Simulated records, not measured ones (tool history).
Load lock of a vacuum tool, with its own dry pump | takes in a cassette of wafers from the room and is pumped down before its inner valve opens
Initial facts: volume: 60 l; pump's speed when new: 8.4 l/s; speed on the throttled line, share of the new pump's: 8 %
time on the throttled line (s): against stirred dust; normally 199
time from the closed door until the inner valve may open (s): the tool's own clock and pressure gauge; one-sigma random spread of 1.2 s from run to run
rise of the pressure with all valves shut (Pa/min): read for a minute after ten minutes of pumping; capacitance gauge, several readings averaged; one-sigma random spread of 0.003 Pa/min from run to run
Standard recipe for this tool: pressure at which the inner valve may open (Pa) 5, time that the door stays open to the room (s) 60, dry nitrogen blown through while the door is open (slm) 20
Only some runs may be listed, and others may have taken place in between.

run,hour,time on the throttled line (s),pressure at which the inner valve may open (Pa),time that the door stays open to the room (s),dry nitrogen blown through while the door is open (slm),"incoming humidity of the room's air, %",time from the closed door until the inner valve may open (s),rise of the pressure with all valves shut (Pa/min)
1,0,199,5,60,20,42.6,258,0.081
2,93.8,199,5,60,20,48.7,256.1,0.084
3,186.3,199,5,60,20,43.3,258,0.085
4,243.7,199,5,60,20,47.9,258.3,0.09
5,300.8,199,5,60,20,46.3,255.9,0.09
6,367.7,199,5,60,20,43.7,255.9,0.092
7,440,199,5,60,20,43.2,255.4,0.087
8,515.5,199,5,60,20,44.4,259,0.094
9,560.9,199,5,60,20,43.1,258.6,0.091
10,668,199,5,60,20,45.1,257.1,0.093
11,743.2,199,5,60,20,41.8,256.7,0.096
12,843.7,113,6,31,12,44.4,177.6,0.097
13,908.3,141,5,60,24,45.4,205.2,0.098
14,955.9,141,5,60,24,45.6,204.4,0.093
15,1057.6,116,5,60,24,50.9,183,0.099
16,1135.4,116,5,60,24,47.2,182.1,0.099
17,1181.5,116,6,68,17,42.7,180.8,0.103
18,1257.3,115,6,98,15,42.2,180.9,0.108
19,1347.7,199,6,60,7,48.9,256.5,0.126

5 options for the next run, each taken on its own from the tool as it stands now. Forecast them:
A,1418.3,199,4,45,7,40.1,?,?
B,1418.3,233,8,33,20,47.4,?,?
C,1418.3,199,5,34,13,45.3,?,?
D,1418.3,199,7,29,8,47.1,?,?
E,1418.3,199,6,34,11,44,?,?

run,time from the closed door until the inner valve may open (s),rise of the pressure with all valves shut (Pa/min)
A,261.1,0.113
B,284.3,0.106
C,258.9,0.105
D,254.6,0.113
E,256.8,0.112
What these runs would have given with no unlogged condition in the tool:
run,time from the closed door until the inner valve may open (s),rise of the pressure with all valves shut (Pa/min)
A,256.7,0.027
B,280.7,0.019
C,254.8,0.018
D,250.6,0.025
E,252.8,0.024
